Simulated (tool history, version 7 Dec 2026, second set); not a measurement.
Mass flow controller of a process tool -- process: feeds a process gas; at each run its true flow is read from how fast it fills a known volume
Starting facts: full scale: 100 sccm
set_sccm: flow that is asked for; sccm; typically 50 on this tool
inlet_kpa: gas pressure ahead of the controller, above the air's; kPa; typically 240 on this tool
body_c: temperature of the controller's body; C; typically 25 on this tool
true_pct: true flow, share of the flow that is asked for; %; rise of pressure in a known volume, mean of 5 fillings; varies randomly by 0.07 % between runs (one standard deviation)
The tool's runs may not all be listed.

Run 1, hour 0: usual settings. Result: true_pct 98.55 %.
Run 2, hour 66: usual settings but body_c 26 C. Result: true_pct 98.39 %.
Run 3, hour 135: usual settings but body_c 26 C. Result: true_pct 98.36 %.
Run 4, hour 202.8: usual settings but body_c 26 C. Result: true_pct 98.2 %.
Run 5, hour 309.4: usual settings. Result: true_pct 97.95 %.
Run 6, hour 376.4: usual settings but inlet_kpa 175 kPa. Result: true_pct 97.65 %.
Run 7, hour 427.2: usual settings. Result: true_pct 97.64 %.
Run 8, hour 525.3: usual settings. Result: true_pct 97.45 %.
Run 9, hour 634.9: usual settings. Result: true_pct 97.43 %.
Run 10, hour 726.6: usual settings. Result: true_pct 97.18 %.
Run 11, hour 808.7: usual settings. Result: true_pct 96.95 %.
Run 12, hour 909.5: usual settings but set_sccm 87 sccm, inlet_kpa 235 kPa, body_c 21 C. Result: true_pct 97.81 %.
Run 13, hour 987.1: usual settings but set_sccm 87 sccm, inlet_kpa 235 kPa, body_c 21 C. Result: true_pct 97.68 %.
Run 14, hour 1066.1: usual settings but set_sccm 79 sccm, inlet_kpa 212 kPa, body_c 24 C. Result: true_pct 97.23 %.
Run 15, hour 1184.2: usual settings but set_sccm 19 sccm, inlet_kpa 212 kPa, body_c 33 C. Result: true_pct 95.48 %.
At hour 1240.9: gauge calibrated.
Run 16, hour 1240.9: usual settings but set_sccm 19 sccm, inlet_kpa 212 kPa, body_c 33 C. Result: true_pct 97.53 %.
Run 17, hour 1296.2: usual settings but inlet_kpa 249 kPa, body_c 37 C. Result: true_pct 98.61 %.
Run 18, hour 1383.7: usual settings but inlet_kpa 249 kPa, body_c 37 C. Result: true_pct 98.54 %.
Run 19, hour 1459.1: usual settings but inlet_kpa 249 kPa, body_c 37 C. Result: true_pct 98.23 %.
Run 20, hour 1543.9: usual settings but inlet_kpa 184 kPa. Result: true_pct 97.86 %.

3 ways to go on from here, each from the tool as it stands after run 20. What would each give?
Run A, hour 1648.2: usual settings but set_sccm 34 sccm, body_c 24 C. Result: true_pct ?.
Run B, hour 1648.2: usual settings but set_sccm 14 sccm, body_c 23 C. Result: true_pct ?.
Run C, hour 1648.2: usual settings but set_sccm 15 sccm, inlet_kpa 184 kPa, body_c 21 C. Result: true_pct ?.

run  true_pct
  A     97.23
  B     96.58
  C     96.49
Had the tool no hidden state, the same runs would have come out as:
run  true_pct
  A     98.02
  B     97.37
  C     97.28
